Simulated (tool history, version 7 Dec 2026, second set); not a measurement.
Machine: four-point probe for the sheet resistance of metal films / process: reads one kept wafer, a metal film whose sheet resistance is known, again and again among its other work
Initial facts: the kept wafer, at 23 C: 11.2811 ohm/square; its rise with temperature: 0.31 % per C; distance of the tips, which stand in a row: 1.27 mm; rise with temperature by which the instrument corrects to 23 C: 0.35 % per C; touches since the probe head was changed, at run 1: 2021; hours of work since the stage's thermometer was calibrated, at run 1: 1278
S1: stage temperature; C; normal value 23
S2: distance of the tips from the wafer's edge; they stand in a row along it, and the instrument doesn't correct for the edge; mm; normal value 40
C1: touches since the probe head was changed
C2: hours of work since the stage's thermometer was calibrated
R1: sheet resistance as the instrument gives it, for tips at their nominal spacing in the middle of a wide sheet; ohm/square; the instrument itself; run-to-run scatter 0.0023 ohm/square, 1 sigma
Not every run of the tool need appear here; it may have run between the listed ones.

| run | hour | S1 | S2 | C1 | C2 | R1 |
|---|---|---|---|---|---|---|
| 1 | 0.0 | 23 | 40 | 2021 | 1278 | 11.280548 |
| 2 | 23.7 | 23 | 40 | 2953 | 1293 | 11.283911 |
| 3 | 52.1 | 23 | 40 | 4070 | 1310 | 11.286139 |
| 4 | 73.4 | 23 | 40 | 4912 | 1323 | 11.287927 |
| 5 | 95.5 | 23 | 40 | 5779 | 1337 | 11.292315 |
| 6 | 117.8 | 23 | 40 | 6659 | 1350 | 11.292635 |
| 7 | 144.7 | 31 | 40 | 7719 | 1367 | 11.255783 |
| 8 | 171.2 | 31 | 32 | 8761 | 1383 | 11.256154 |
| 9 | 208.2 | 31 | 32 | 10217 | 1406 | 11.258976 |
| 10 | 227.5 | 31 | 32 | 10978 | 1417 | 11.256067 |
| 11 | 245.7 | 31 | 32 | 11695 | 1429 | 11.259381 |
| 12 | 272.4 | 23 | 40 | 12745 | 1445 | 11.293668 |
| 13 | 295.6 | 23 | 40 | 13659 | 1459 | 11.295570 |
| 14 | 327.1 | 23 | 40 | 14900 | 1478 | 11.295227 |
| 15 | 354.6 | 23 | 40 | 15980 | 1495 | 11.294886 |
| 16 | 387.5 | 23 | 40 | 17278 | 1515 | 11.295549 |
| 17 | 419.9 | 23 | 40 | 18554 | 1535 | 11.296881 |
| 18 | 441.9 | 19 | 40 | 19420 | 1548 | 11.320457 |
| 19 | 460.7 | 23 | 26 | 20159 | 1560 | 11.308970 |
| 20 | 490.4 | 29 | 26 | 21329 | 1578 | 11.275029 |
| 21 | 507.5 | 31 | 40 | 22001 | 1589 | 11.266878 |
| 22 | 536.0 | 31 | 40 | 23123 | 1606 | 11.264537 |
| 23 | 573.1 | 31 | 40 | 24582 | 1629 | 11.264240 |
| 24 | 588.8 | 21 | 4 | 25201 | 1638 | 11.886803 |
|  | 591.0 | stage's thermometer calibrated |
| 25 | 607.1 | 25 | 44 | 25903 | 10 | 11.288530 |
| 26 | 625.0 | 25 | 7 | 26607 | 21 | 11.480173 |
|  | 653.0 | stage's thermometer calibrated, once more |
| 27 | 662.8 | 32 | 40 | 28074 | 6 | 11.271182 |
| 28 | 679.3 | 21 | 19 | 28724 | 16 | 11.342475 |
| 29 | 697.3 | 21 | 48 | 29434 | 27 | 11.321408 |
| 30 | 723.4 | 21 | 48 | 30461 | 43 | 11.317940 |
| 31 | 751.1 | 26 | 23 | 31554 | 60 | 11.312544 |
| 32 | 782.9 | 26 | 23 | 32803 | 79 | 11.311514 |
| 33 | 814.9 | 23 | 61 | 34065 | 99 | 11.311285 |
| 34 | 834.6 | 30 | 21 | 34841 | 111 | 11.303729 |
| 35 | 869.3 | 19 | 7 | 36207 | 132 | 11.523851 |
| 36 | 885.8 | 22 | 7 | 36856 | 142 | 11.510885 |
| 37 | 923.7 | 20 | 29 | 38349 | 165 | 11.338866 |
| 38 | 952.3 | 20 | 4 | 39474 | 183 | 11.907027 |
| 39 | 985.5 | 20 | 4 | 40782 | 203 | 11.911486 |

Run 40 is up next; what results do you expect?
| 40 | 1003.3 | 33 | 19 | 41481 | 214 | ? |

R1: 11.294463 ohm/square
Minus the tool's unlogged condition, the same run would have read R1 11.261224 ohm/square.
